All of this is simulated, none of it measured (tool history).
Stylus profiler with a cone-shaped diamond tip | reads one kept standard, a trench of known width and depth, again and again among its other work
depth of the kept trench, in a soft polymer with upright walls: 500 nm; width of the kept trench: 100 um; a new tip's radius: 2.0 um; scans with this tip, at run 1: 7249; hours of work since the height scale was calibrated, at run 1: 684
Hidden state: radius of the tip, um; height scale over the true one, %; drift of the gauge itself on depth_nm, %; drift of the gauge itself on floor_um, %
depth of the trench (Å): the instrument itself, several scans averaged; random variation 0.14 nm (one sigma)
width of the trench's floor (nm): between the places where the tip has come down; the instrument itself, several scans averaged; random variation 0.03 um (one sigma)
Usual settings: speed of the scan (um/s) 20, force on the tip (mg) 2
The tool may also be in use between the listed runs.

run	hour	speed of the scan (um/s)	force on the tip (mg)	scans with this tip	hours of work since the height scale was calibrated	depth of the trench (Å)	width of the trench's floor (nm)
1	0	20	2	7249	684	5057	96220
2	32.7	9	2	7487	706	5057.4	96300
3	56.6	20	0.91	7663	723	5030.1	96020
4	82.4	20	2	7851	740	5053	96070
5	98.5	20	2	7968	751	5056.9	96070
6	130.4	20	2	8201	773	5055.8	96090
# hour 133.5: height scale calibrated on a step standard
7	150.7	20	2	8346	12	5055.5	96080
8	166.1	20	1.32	8458	22	5039.3	95930
9	193.4	8	1.87	8657	41	5052.4	96090
10	216.8	32	1.87	8828	57	5050.3	95940
11	234.5	32	1.87	8958	70	5052.7	95870
12	255.3	32	1.87	9109	84	5050.4	95900
13	272.9	13	2.91	9238	96	5070.5	95940
14	302.1	51	0.67	9451	116	5018.6	95450

Hidden state or all else? Some run-to-run changes of depth of the trench (Å), split into what the settings, what came in and random variation would give without the hidden state, and what is left for the hidden state (with any gauge scatter that isn't in both results):
Run 6 -> 7: height scale calibrated on a step standard. depth of the trench (Å) -0.3: hidden state -1.5, all else +1.2.
Run 13 -> 14: speed of the scan (um/s) 13 -> 51, force on the tip (mg) 2.91 -> 0.67. depth of the trench (Å) -51.9: hidden state -0.1, all else -51.8.
